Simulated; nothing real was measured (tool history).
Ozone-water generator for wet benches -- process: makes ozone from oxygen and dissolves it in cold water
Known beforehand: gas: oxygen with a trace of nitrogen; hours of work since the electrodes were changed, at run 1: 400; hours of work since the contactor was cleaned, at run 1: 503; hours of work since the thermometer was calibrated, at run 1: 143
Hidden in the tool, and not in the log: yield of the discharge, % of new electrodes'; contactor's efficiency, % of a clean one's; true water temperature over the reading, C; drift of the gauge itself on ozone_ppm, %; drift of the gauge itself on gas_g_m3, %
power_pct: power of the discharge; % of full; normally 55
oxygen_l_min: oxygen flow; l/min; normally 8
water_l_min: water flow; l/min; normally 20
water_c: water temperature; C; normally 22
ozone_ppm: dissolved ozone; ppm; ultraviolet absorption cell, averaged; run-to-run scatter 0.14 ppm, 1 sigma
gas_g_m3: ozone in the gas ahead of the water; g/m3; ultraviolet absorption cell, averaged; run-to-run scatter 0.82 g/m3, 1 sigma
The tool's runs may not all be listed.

| run | hour | power_pct | oxygen_l_min | water_l_min | water_c | hours of work since the electrodes were changed | hours of work since the contactor was cleaned | hours of work since the thermometer was calibrated | ozone_ppm | gas_g_m3 |
|---|---|---|---|---|---|---|---|---|---|---|
| 1 | 0 | 55 | 8 | 20 | 22 | 400 | 503 | 143 | 15.6 | 129 |
| 2 | 15.2 | 55 | 8 | 20 | 22 | 409 | 512 | 152 | 15.7 | 129.6 |
| 3 | 43.1 | 55 | 8 | 20 | 22 | 426 | 529 | 169 | 15.3 | 128.9 |
| 4 | 62.1 | 55 | 8 | 20 | 26 | 438 | 540 | 181 | 14.6 | 129.3 |
| 5 | 88.2 | 55 | 8 | 20 | 22 | 454 | 556 | 197 | 15.3 | 130.3 |
| 6 | 119 | 55 | 8 | 20 | 22 | 473 | 575 | 216 | 15.5 | 130 |
| 7 | 149.6 | 55 | 8 | 20 | 25 | 491 | 594 | 234 | 14.8 | 127.8 |
| 8 | 174.7 | 55 | 8 | 20 | 22 | 507 | 609 | 249 | 15.3 | 128.1 |
| 9 | 188.7 | 55 | 8.53 | 20 | 22 | 515 | 618 | 258 | 15 | 123.6 |
| 10 | 211.6 | 55 | 9.32 | 20 | 22 | 529 | 632 | 272 | 14.8 | 115.3 |
| 11 | 241.1 | 55 | 8 | 31 | 22 | 547 | 650 | 290 | 11.5 | 129.6 |
| 12 | 254.2 | 55 | 8 | 31 | 22 | 555 | 658 | 298 | 11.5 | 128.3 |
| 13 | 270.2 | 55 | 8 | 31 | 22 | 565 | 667 | 308 | 11.6 | 128.2 |
| 14 | 295.4 | 55 | 8 | 20 | 22 | 580 | 683 | 323 | 15.4 | 127.9 |
| 15 | 323.1 | 55 | 8 | 20 | 22 | 597 | 699 | 340 | 15.3 | 127.8 |
| 16 | 341.2 | 53 | 4.1 | 20 | 22 | 608 | 711 | 351 | 17 | 198.9 |
| 17 | 372.7 | 55 | 8 | 28 | 22 | 627 | 730 | 370 | 12.3 | 128.7 |
| 18 | 387.3 | 63 | 7.05 | 20 | 28 | 636 | 739 | 379 | 16 | 159.2 |
| 19 | 408.2 | 77 | 8 | 19 | 22 | 649 | 751 | 392 | 20.9 | 170.1 |
| 20 | 429.3 | 55 | 7.1 | 20 | 14 | 662 | 764 | 405 | 18.2 | 139.9 |
| 21 | 448.5 | 65 | 8 | 25 | 22 | 673 | 776 | 416 | 15.5 | 148 |
| 22 | 476.3 | 47 | 8 | 14 | 18 | 690 | 793 | 433 | 17.8 | 110.7 |
| 23 | 493.4 | 47 | 8 | 14 | 18 | 701 | 803 | 444 | 17.6 | 111.5 |
| 24 | 507.5 | 47 | 8 | 31 | 18 | 709 | 812 | 452 | 10.5 | 109.9 |
| 25 | 526.7 | 74 | 10.36 | 26 | 23 | 721 | 824 | 464 | 15.6 | 138.4 |
| 26 | 545.6 | 55 | 6.37 | 21 | 22 | 733 | 835 | 476 | 15.5 | 150 |
| 27 | 571.9 | 55 | 6.37 | 21 | 22 | 749 | 851 | 492 | 15.6 | 149.9 |
| 28 | 592 | 44 | 9.06 | 25 | 24 | 761 | 863 | 504 | 10.3 | 94.6 |
| 29 | 608.1 | 55 | 9.06 | 20 | 22 | 771 | 873 | 514 | 14.6 | 117.2 |

Branching from run 29: 5 alternative next runs. What would each branch give?
| A | 620.9 | 75 | 9.06 | 20 | 23 | 779 | 881 | 521 | ? | ? |
| B | 620.9 | 55 | 9.06 | 12 | 29 | 779 | 881 | 521 | ? | ? |
| C | 620.9 | 95 | 5.18 | 20 | 17 | 779 | 881 | 521 | ? | ? |
| D | 620.9 | 79 | 8 | 26 | 22 | 779 | 881 | 521 | ? | ? |
| E | 620.9 | 55 | 9.06 | 26 | 19 | 779 | 881 | 521 | ? | ? |

| run | ozone_ppm | gas_g_m3 |
|---|---|---|
| A | 18.8 | 153.8 |
| B | 16.2 | 117.3 |
| C | 29.3 | 275.9 |
| D | 17.4 | 174.1 |
| E | 13.1 | 116.6 |
Take away the tool's hidden state, keep each run's random variation, and the runs would have read:
| run | ozone_ppm | gas_g_m3 |
|---|---|---|
| A | 19.9 | 159.7 |
| B | 16.9 | 120.6 |
| C | 31.2 | 288.7 |
| D | 18.5 | 181.1 |
| E | 13.7 | 119.9 |
